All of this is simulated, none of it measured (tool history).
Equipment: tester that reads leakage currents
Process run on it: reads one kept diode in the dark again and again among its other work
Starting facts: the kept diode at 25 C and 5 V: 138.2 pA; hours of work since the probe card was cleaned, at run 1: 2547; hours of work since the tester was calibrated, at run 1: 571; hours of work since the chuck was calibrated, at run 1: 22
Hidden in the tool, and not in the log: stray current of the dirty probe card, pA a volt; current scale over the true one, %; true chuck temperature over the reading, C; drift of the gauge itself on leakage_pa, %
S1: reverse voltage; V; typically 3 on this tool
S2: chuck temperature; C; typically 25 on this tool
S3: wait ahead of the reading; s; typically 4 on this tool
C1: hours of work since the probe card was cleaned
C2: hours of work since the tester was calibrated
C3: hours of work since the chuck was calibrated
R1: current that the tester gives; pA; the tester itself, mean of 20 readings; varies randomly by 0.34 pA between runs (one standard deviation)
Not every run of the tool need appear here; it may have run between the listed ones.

| run | day | S1 | S2 | S3 | C1 | C2 | C3 | R1 |
|---|---|---|---|---|---|---|---|---|
| 1 | 0 | 3 | 25 | 4 | 2547 | 571 | 22 | 113.79 |
| 2 | 6.733 | 3 | 25 | 4 | 2673 | 697 | 148 | 113.37 |
| 3 | 15.458 | 3 | 25 | 4 | 2836 | 860 | 311 | 111.45 |
| 4 | 24.15 | 3 | 25 | 4 | 2999 | 1023 | 473 | 110.81 |
| 5 | 32.125 | 3 | 25 | 4 | 3148 | 1172 | 623 | 110.24 |
| 6 | 37.638 | 3 | 25 | 4 | 3251 | 1275 | 726 | 109.56 |
|  | 38.454 | chuck's temperature calibrated |
| 7 | 43.596 | 3 | 25 | 4 | 3361 | 1385 | 96 | 105.51 |
|  | 47.204 | probe card cleaned and baked |
| 8 | 48.971 | 3 | 25 | 4 | 33 | 1483 | 194 | 102.69 |
| 9 | 54.521 | 3 | 25 | 4 | 137 | 1587 | 298 | 101.61 |
| 10 | 63.05 | 3 | 25 | 4 | 296 | 1746 | 458 | 101.57 |
| 11 | 70.729 | 2.47 | 25 | 4 | 440 | 1890 | 601 | 92.29 |
| 12 | 77.608 | 2.47 | 25 | 4 | 569 | 2019 | 730 | 92.04 |
| 13 | 82.75 | 4.42 | 47 | 4 | 665 | 2115 | 826 | 657.66 |
|  | 86.421 | chuck's temperature calibrated, once more |
| 14 | 90.621 | 5.31 | 25 | 4 | 811 | 2261 | 79 | 141.03 |
| 15 | 100.208 | 5.31 | 25 | 4 | 990 | 2440 | 258 | 140.27 |
| 16 | 108.129 | 1 | 25 | 4 | 1138 | 2588 | 406 | 69.12 |
| 17 | 117.004 | 1.49 | 57 | 4 | 1304 | 2754 | 572 | 926.24 |
| 18 | 121.971 | 1.49 | 57 | 4 | 1397 | 2847 | 665 | 924.43 |
| 19 | 128.142 | 1.49 | 57 | 4 | 1513 | 2962 | 780 | 919.8 |
| 20 | 137.608 | 1.58 | 57 | 1.39 | 1690 | 3140 | 958 | 925.72 |
| 21 | 143.529 | 1.37 | 47 | 4 | 1800 | 3250 | 1068 | 428.63 |

What would each run have given without the hidden state, its run-to-run variation left as it was?
| run | R1 |
|---|---|
| 1 | 112 |
| 2 | 112.49 |
| 3 | 111.59 |
| 4 | 112.03 |
| 5 | 112.32 |
| 6 | 112.3 |
| 7 | 112.28 |
| 8 | 112.36 |
| 9 | 111.85 |
| 10 | 112.91 |
| 11 | 103.47 |
| 12 | 103.93 |
| 13 | 735.41 |
| 14 | 141.73 |
| 15 | 142.28 |
| 16 | 71.11 |
| 17 | 955.65 |
| 18 | 958.29 |
| 19 | 958.49 |
| 20 | 973.26 |
| 21 | 455.11 |
